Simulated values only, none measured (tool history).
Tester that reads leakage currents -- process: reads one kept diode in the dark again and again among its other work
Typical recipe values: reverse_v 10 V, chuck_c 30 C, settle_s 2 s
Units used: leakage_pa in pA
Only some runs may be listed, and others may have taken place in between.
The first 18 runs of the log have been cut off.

| run | hour | reverse_v | chuck_c | settle_s | hours of work since the probe card was cleaned | hours of work since the tester was calibrated | hours of work since the chuck was calibrated | leakage_pa |
|---|---|---|---|---|---|---|---|---|
| 19 | 1678.6 | 10 | 30 | 2 | 302 | 2491 | 505 | 253.49 |
|  | 1719.5 | chuck's temperature calibrated |
| 20 | 1732.1 | 19.3 | 40 | 0.69 | 336 | 2525 | 8 | 903.63 |
| 21 | 1821.4 | 10 | 51 | 0.74 | 396 | 2584 | 68 | 1366.23 |
| 22 | 1877.6 | 10 | 51 | 1.03 | 433 | 2622 | 105 | 1358.39 |
| 23 | 1954.5 | 10 | 51 | 1.03 | 484 | 2673 | 156 | 1338.68 |
| 24 | 2072.5 | 7.1 | 30 | 6.5 | 562 | 2751 | 234 | 229.47 |
| 25 | 2183.8 | 7.1 | 30 | 6.5 | 636 | 2825 | 308 | 226.73 |
| 26 | 2301.1 | 7.1 | 29 | 0.5 | 714 | 2903 | 386 | 209.12 |
| 27 | 2373.1 | 5.9 | 30 | 9.25 | 761 | 2950 | 433 | 198.73 |
| 28 | 2435.4 | 2.9 | 51 | 0.58 | 803 | 2992 | 475 | 632.02 |
| 29 | 2495.9 | 5.7 | 30 | 0.4 | 843 | 3032 | 515 | 193.49 |
|  | 2519.1 | chuck's temperature calibrated |
| 30 | 2588 | 15.3 | 49 | 2 | 903 | 3091 | 46 | 1521.45 |
| 31 | 2664.2 | 2.5 | 50 | 2 | 953 | 3142 | 96 | 600.99 |
| 32 | 2771.4 | 6.4 | 32 | 1.97 | 1024 | 3213 | 167 | 265.61 |
| 33 | 2862.3 | 4.7 | 60 | 2 | 1084 | 3273 | 228 | 1616.72 |
| 34 | 2928.9 | 4.7 | 60 | 2 | 1129 | 3317 | 272 | 1612.05 |
| 35 | 3020.4 | 2.2 | 45 | 1.97 | 1189 | 3378 | 332 | 370.16 |
| 36 | 3117.1 | 10 | 28 | 2.03 | 1253 | 3442 | 397 | 241.9 |
|  | 3131.3 | tester calibrated |
| 37 | 3228.7 | 5.2 | 30 | 2 | 1326 | 65 | 469 | 187.75 |
|  | 3292.7 | probe card cleaned and baked |
|  | 3328.4 | chuck's temperature calibrated |
| 38 | 3330.4 | 5.2 | 30 | 2 | 24 | 129 | 1 | 200.89 |

4 ways to go on from here, each from the tool as it stands after run 38. What would each give?
| A | 3424.9 | 5.2 | 49 | 1.74 | 86 | 191 | 64 | ? |
| B | 3424.9 | 10 | 22 | 2 | 86 | 191 | 64 | ? |
| C | 3424.9 | 10 | 24 | 2 | 86 | 191 | 64 | ? |
| D | 3424.9 | 10 | 30 | 0.91 | 86 | 191 | 64 | ? |

| run | leakage_pa |
|---|---|
| A | 826.56 |
| B | 148.51 |
| C | 175.32 |
| D | 286.25 |
Take away the tool's hidden state, keep each run's random variation, and the runs would have read:
| run | leakage_pa |
|---|---|
| A | 837.9 |
| B | 149.33 |
| C | 176.58 |
| D | 289.25 |
